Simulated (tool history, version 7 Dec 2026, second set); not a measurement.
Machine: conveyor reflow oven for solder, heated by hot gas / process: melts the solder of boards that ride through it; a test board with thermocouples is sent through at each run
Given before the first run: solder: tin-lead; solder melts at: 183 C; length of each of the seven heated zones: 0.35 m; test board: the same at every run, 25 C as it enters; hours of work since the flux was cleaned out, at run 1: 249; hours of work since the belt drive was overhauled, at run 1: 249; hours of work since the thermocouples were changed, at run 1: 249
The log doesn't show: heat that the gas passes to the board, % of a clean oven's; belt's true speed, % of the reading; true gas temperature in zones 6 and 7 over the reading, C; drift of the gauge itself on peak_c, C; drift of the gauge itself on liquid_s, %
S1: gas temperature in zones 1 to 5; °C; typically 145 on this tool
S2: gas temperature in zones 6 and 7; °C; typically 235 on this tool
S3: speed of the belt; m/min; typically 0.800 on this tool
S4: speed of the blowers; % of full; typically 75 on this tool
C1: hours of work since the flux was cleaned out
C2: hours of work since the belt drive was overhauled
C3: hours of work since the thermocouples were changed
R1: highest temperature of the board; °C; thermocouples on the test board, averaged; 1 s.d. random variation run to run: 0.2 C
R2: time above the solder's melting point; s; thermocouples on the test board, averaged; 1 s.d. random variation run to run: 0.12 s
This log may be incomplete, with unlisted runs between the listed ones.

run,hour,S1,S2,S3,S4,C1,C2,C3,R1,R2
1,0.0,145,235,0.800,75,249,249,249,218.4,41.7
2,44.9,145,235,0.800,75,270,270,270,217.9,41.2
3,95.8,145,248,0.800,75,294,294,294,228.7,46.0
# hour 150.2: flux residue cleaned out of gas plates and filters
4,188.6,145,248,0.800,75,18,336,336,227.7,46.0
5,286.9,145,235,0.800,85,65,383,383,218.5,42.0
6,351.0,134,235,0.800,75,96,414,414,214.2,36.1
7,399.9,134,235,0.800,75,119,437,437,213.3,35.8
8,460.2,134,235,0.800,75,148,466,466,213.1,35.5
9,511.0,134,235,0.800,75,173,491,491,213.0,35.6
10,580.8,134,235,0.800,75,206,524,524,212.3,35.6
# hour 656.0: flux residue cleaned out of gas plates and filters, once more
11,664.0,134,235,0.800,75,4,561,561,219.3,39.9
12,737.0,134,235,0.800,75,39,596,596,219.5,39.7
13,793.7,145,235,0.800,75,66,624,624,220.7,43.3
14,879.9,145,235,0.800,56,107,665,665,214.6,39.0
15,941.3,145,239,0.800,75,137,694,694,223.5,44.6
16,1026.4,145,239,0.800,75,177,735,735,223.1,44.4
17,1122.0,145,250,0.865,75,223,781,781,228.8,43.1
18,1173.7,159,234,0.694,64,248,805,805,222.6,55.9
19,1220.0,142,234,0.694,64,270,827,827,219.4,48.2
20,1285.4,142,234,0.694,64,301,859,859,218.9,48.2
# hour 1325.0: flux residue cleaned out of gas plates and filters
21,1352.5,149,234,0.701,64,13,888,888,222.2,51.7
22,1411.4,158,235,0.800,84,41,917,917,225.7,49.5
# hour 1425.7: thermocouples of zones 6 and 7 changed
# hour 1493.0: belt drive overhauled, speed set with a stopwatch
23,1518.1,158,235,0.844,62,90,12,42,216.3,41.7
24,1597.8,158,235,0.844,62,128,50,80,215.7,41.1
25,1656.3,135,237,0.844,62,156,78,108,211.8,32.4
26,1754.6,158,237,0.904,83,203,125,155,220.5,40.9
27,1804.4,145,227,0.800,63,227,149,179,207.8,34.5
28,1899.7,152,241,0.808,61,272,195,225,219.7,43.1
# hour 1993.9: flux residue cleaned out of gas plates and filters
29,1993.9,152,241,0.808,61,0,237,268,222.1,44.9

Some steps in R1, run to run, broken into two amounts with sign: the step expected even without the hidden condition (settings, incoming material, random variation), and the rest, left for the hidden condition together with whatever gauge scatter is not in both the measured and the hidden-condition-free result:
Run 10 -> 11: flux residue cleaned out of gas plates and filters, once more. R1 +7.0 °C: hidden state +6.9, all else +0.1.
Run 26 -> 27: S1 158 -> 145, S2 237 -> 227, S3 0.904 -> 0.800, S4 83 -> 63. R1 -12.7 °C: hidden state +0.1, all else -12.8.
Run 27 -> 28: S1 145 -> 152, S2 227 -> 241, S3 0.800 -> 0.808, S4 63 -> 61. R1 +11.9 °C: hidden state -0.5, all else +12.4.
Run 28 -> 29: flux residue cleaned out of gas plates and filters. R1 +2.4 °C: hidden state +2.9, all else -0.5.
